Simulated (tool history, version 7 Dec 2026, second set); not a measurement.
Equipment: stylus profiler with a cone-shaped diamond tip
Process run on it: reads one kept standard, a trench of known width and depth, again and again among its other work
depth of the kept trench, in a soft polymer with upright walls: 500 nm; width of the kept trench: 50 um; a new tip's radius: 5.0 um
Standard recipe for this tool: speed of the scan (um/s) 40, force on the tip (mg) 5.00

run	hour	speed of the scan (um/s)	force on the tip (mg)	depth of the trench (angstrom)	width of the trench's floor (nm)
1	0.0	40	5.00	5113.6	43160
2	9.9	40	5.00	5113.6	43190
3	29.2	40	5.00	5110.9	43110
4	42.0	40	5.00	5115.1	43120
5	51.1	40	5.00	5112.8	43070
6	66.3	56	5.00	5114.0	43100
7	80.2	56	5.00	5111.6	43090
8	92.0	137	5.00	5113.3	42950
9	103.1	137	5.00	5115.3	42970
10	119.7	137	5.00	5114.8	42910
11	138.8	49	5.00	5113.9	43050
12	152.5	49	5.00	5109.1	43010
13	165.4	49	5.00	5112.4	43070
14	174.7	49	5.91	5129.8	43050
15	193.5	40	2.53	5066.0	42970
16	210.9	17	10.72	5197.7	43110
17	223.3	53	4.96	5113.9	42990
18	238.8	105	5.21	5114.1	42960
19	255.0	50	2.45	5062.7	42980

Run 20, settings as shown, results not yet in. Your forecast:
20	274.9	16	5.63	?	?

{"run 20": {"depth of the trench (angstrom)": 5124.6, "width of the trench's floor (nm)": 43040}}
Were there no unlogged condition in the tool, this run, its random variation unchanged, would have produced depth of the trench (angstrom) 5143.1, width of the trench's floor (nm) 45620.
